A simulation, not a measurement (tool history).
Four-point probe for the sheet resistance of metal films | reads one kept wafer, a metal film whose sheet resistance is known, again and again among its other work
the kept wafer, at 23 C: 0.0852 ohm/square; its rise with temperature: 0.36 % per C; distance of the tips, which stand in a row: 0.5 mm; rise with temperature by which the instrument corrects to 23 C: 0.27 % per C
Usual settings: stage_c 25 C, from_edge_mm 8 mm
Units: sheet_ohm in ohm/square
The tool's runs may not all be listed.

run	hour	stage_c	from_edge_mm	sheet_ohm
1	0.0	25	8	0.084991
2	21.0	25	8	0.085003
3	69.6	25	8	0.085017
4	106.9	25	8	0.084906
5	140.8	25	8	0.084941
6	178.1	25	8	0.084991
7	201.3	25	8	0.084943
8	242.0	25	8	0.084908
9	269.7	34	6	0.085729
10	297.7	19	8	0.084466
# hour 302.9: stage's thermometer calibrated
11	323.7	22	57	0.084560
# hour 372.3: stage's thermometer calibrated, once more
12	373.9	32	3	0.086423
13	402.2	30	11	0.085166
14	429.4	25	14	0.084725

Forecast each of these 3 alternatives for the next run:
A	461.2	18	4	?
B	461.2	25	8	?
C	461.2	22	17	?

run	sheet_ohm
A	0.084875
B	0.084821
C	0.084475
Without the tool's hidden state the same runs would have given:
run	sheet_ohm
A	0.085555
B	0.085501
C	0.085152
